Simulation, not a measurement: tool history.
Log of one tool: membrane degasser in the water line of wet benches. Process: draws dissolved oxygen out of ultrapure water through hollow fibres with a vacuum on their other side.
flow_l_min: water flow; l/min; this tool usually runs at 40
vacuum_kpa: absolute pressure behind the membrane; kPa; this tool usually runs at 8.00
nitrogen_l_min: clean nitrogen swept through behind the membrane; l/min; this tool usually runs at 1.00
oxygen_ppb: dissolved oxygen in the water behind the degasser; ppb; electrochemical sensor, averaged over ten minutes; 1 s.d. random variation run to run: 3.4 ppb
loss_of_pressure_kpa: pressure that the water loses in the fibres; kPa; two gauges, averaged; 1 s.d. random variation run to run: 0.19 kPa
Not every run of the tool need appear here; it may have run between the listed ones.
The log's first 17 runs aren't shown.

| run | hour | flow_l_min | vacuum_kpa | nitrogen_l_min | oxygen_ppb | loss_of_pressure_kpa |
|---|---|---|---|---|---|---|
| 18 | 2447.5 | 40 | 7.04 | 2.15 | 178.5 | 40.56 |
| 19 | 2636.7 | 51 | 4.89 | 2.35 | 125.2 | 51.83 |
| 20 | 2807.2 | 51 | 4.89 | 2.35 | 125.1 | 51.80 |
| 21 | 2943.0 | 39 | 8.00 | 0.52 | 611.0 | 39.73 |
| 22 | 3092.6 | 39 | 7.85 | 0.44 | 664.2 | 39.89 |
| 23 | 3263.3 | 40 | 8.00 | 2.19 | 213.2 | 40.51 |
| 24 | 3422.3 | 29 | 8.00 | 1.62 | 200.5 | 29.64 |
| 25 | 3508.9 | 28 | 9.15 | 1.00 | 360.2 | 28.83 |
| 26 | 3658.3 | 28 | 9.15 | 1.00 | 356.6 | 28.34 |
| 27 | 3746.9 | 28 | 9.15 | 1.00 | 355.3 | 28.33 |
| 28 | 3879.2 | 35 | 8.00 | 1.00 | 352.0 | 35.91 |
| 29 | 3961.7 | 41 | 6.51 | 1.00 | 293.7 | 42.47 |
| 30 | 4106.0 | 33 | 14.08 | 1.00 | 722.8 | 33.72 |
| 31 | 4193.3 | 33 | 14.08 | 1.00 | 716.1 | 33.76 |

What if the next run were any one of these 4? Each begins from the tool's condition after run 31:
| A | 4339.8 | 60 | 8.00 | 0.91 | ? | ? |
| B | 4339.8 | 40 | 8.06 | 1.00 | ? | ? |
| C | 4339.8 | 40 | 6.93 | 1.43 | ? | ? |
| D | 4339.8 | 39 | 13.90 | 1.34 | ? | ? |

| run | oxygen_ppb | loss_of_pressure_kpa |
|---|---|---|
| A | 606.4 | 61.62 |
| B | 401.5 | 41.16 |
| C | 243.6 | 40.80 |
| D | 646.8 | 40.08 |
What these runs would have given with no unlogged condition in the tool:
| run | oxygen_ppb | loss_of_pressure_kpa |
|---|---|---|
| A | 580.2 | 60.09 |
| B | 384.1 | 40.14 |
| C | 228.9 | 39.79 |
| D | 630.9 | 39.09 |

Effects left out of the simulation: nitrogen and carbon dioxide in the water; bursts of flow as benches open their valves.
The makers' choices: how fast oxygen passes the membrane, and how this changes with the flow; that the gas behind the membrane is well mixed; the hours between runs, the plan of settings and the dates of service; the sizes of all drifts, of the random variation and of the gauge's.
